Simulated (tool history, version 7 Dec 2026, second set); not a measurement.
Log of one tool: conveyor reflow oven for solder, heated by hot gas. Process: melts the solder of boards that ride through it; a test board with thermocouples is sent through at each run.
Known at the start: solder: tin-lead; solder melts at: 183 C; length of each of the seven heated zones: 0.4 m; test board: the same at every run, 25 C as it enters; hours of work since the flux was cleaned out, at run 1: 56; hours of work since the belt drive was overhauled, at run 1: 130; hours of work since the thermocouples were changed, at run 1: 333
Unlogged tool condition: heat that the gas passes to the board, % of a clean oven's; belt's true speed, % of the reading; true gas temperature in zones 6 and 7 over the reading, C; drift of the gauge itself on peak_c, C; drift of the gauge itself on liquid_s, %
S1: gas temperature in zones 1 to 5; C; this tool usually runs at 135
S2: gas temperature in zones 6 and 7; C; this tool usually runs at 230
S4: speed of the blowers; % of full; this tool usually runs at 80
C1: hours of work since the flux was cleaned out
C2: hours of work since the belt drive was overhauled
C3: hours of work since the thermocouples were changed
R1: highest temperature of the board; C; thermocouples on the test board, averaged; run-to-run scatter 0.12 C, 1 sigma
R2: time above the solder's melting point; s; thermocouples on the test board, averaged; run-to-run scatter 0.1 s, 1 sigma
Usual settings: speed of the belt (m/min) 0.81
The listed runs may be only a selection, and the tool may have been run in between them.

Run 1, hour 0: usual settings; C1 56; C2 130; C3 333. Result: R1 216.8 C, R2 43.8 s.
Run 2, hour 12.8: usual settings but speed of the belt (m/min) 0.875; C1 62; C2 136; C3 339. Result: R1 214.7 C, R2 39 s.
Run 3, hour 24.2: usual settings; C1 67; C2 141; C3 344. Result: R1 216.9 C, R2 44 s.
Run 4, hour 38.3: usual settings; C1 73; C2 147; C3 351. Result: R1 217 C, R2 43.9 s.
Run 5, hour 48.8: usual settings; C1 78; C2 152; C3 355. Result: R1 216.7 C, R2 44 s.
Run 6, hour 56.5: usual settings; C1 81; C2 156; C3 359. Result: R1 216.9 C, R2 44 s.
Run 7, hour 68: usual settings; C1 87; C2 161; C3 364. Result: R1 216.8 C, R2 44 s.
Run 8, hour 76.6: usual settings; C1 91; C2 165; C3 368. Result: R1 216.7 C, R2 43.7 s.
Run 9, hour 83.6: usual settings; C1 94; C2 168; C3 371. Result: R1 216.9 C, R2 43.9 s.
Run 10, hour 96.8: usual settings; C1 100; C2 174; C3 377. Result: R1 216.9 C, R2 43.8 s.
Run 11, hour 108.2: usual settings; C1 105; C2 179; C3 382. Result: R1 216.8 C, R2 43.8 s.
Run 12, hour 116: usual settings; C1 108; C2 182; C3 386. Result: R1 216.9 C, R2 43.8 s.
Run 13, hour 128.1: usual settings; C1 114; C2 188; C3 391. Result: R1 216.7 C, R2 44 s.
Run 14, hour 140.6: usual settings; C1 119; C2 194; C3 397. Result: R1 216.7 C, R2 43.9 s.
Run 15, hour 151.9: usual settings; C1 125; C2 199; C3 402. Result: R1 216.6 C, R2 44 s.
Run 16, hour 159.9: usual settings but S1 125 C, S2 223 C, speed of the belt (m/min) 0.897, S4 60 % of full; C1 128; C2 202; C3 406. Result: R1 198.9 C, R2 22.5 s.
Run 17, hour 166.2: usual settings but S1 125 C, S2 223 C, speed of the belt (m/min) 0.897, S4 60 % of full; C1 131; C2 205; C3 408. Result: R1 198.9 C, R2 22.5 s.
Run 18, hour 179.3: usual settings but S1 145 C; C1 137; C2 211; C3 414. Result: R1 218.3 C, R2 47.5 s.
Run 19, hour 185.7: usual settings but speed of the belt (m/min) 0.669, S4 73 % of full; C1 140; C2 214; C3 417. Result: R1 220 C, R2 55.9 s.
Run 20, hour 196.4: usual settings but S1 140 C, speed of the belt (m/min) 0.933; C1 145; C2 219; C3 422. Result: R1 213.5 C, R2 37 s.
Run 21, hour 204.2: usual settings but S2 227 C; C1 148; C2 222; C3 426. Result: R1 214.1 C, R2 42.3 s.
Run 22, hour 214.5: usual settings but S1 137 C, S2 244 C, speed of the belt (m/min) 0.767, S4 55 % of full; C1 153; C2 227; C3 430. Result: R1 222.4 C, R2 49 s.
Run 23, hour 227.2: usual settings but S1 137 C, S2 244 C, speed of the belt (m/min) 0.767, S4 57 % of full; C1 158; C2 233; C3 436. Result: R1 223.2 C, R2 49.4 s.
Run 24, hour 235.4: usual settings but S1 137 C, S2 244 C, speed of the belt (m/min) 0.767, S4 57 % of full; C1 162; C2 236; C3 440. Result: R1 223.4 C, R2 49.5 s.
Run 25, hour 244.6: usual settings but S1 137 C, S2 244 C, speed of the belt (m/min) 0.767, S4 57 % of full; C1 166; C2 240; C3 444. Result: R1 223.2 C, R2 49.7 s.
Run 26, hour 252.9: usual settings but S1 138 C, S2 231 C, speed of the belt (m/min) 0.766, S4 76 % of full; C1 170; C2 244; C3 448. Result: R1 218.3 C, R2 48.5 s.
Run 27, hour 262.6: usual settings but speed of the belt (m/min) 0.723; C1 174; C2 249; C3 452. Result: R1 219.7 C, R2 51.6 s.
Run 28, hour 272.3: usual settings but S2 241 C; C1 179; C2 253; C3 456. Result: R1 226.4 C, R2 48.6 s.
Run 29, hour 281.7: usual settings but S2 241 C; C1 183; C2 257; C3 461. Result: R1 226.5 C, R2 48.7 s.
Run 30, hour 293.5: usual settings but S2 241 C; C1 188; C2 263; C3 466. Result: R1 226.4 C, R2 48.6 s.

Forecast each of these 3 alternatives for the next run:
Run A, hour 302.5: usual settings but S1 150 C, S4 60 % of full; C1 192; C2 267; C3 470. Result: R1 ?, R2 ?.
Run B, hour 302.5: usual settings but S2 244 C, S4 72 % of full; C1 192; C2 267; C3 470. Result: R1 ?, R2 ?.
Run C, hour 302.5: usual settings but S2 225 C, S4 66 % of full; C1 192; C2 267; C3 470. Result: R1 ?, R2 ?.

run     R1    R2
  A  213.4  45.4
  B  226.8  48.6
  C  208.5  37.5
Without the tool's unlogged condition, the same runs would have read:
run     R1    R2
  A  213.4  45.4
  B  226.8  48.6
  C  208.5  37.5

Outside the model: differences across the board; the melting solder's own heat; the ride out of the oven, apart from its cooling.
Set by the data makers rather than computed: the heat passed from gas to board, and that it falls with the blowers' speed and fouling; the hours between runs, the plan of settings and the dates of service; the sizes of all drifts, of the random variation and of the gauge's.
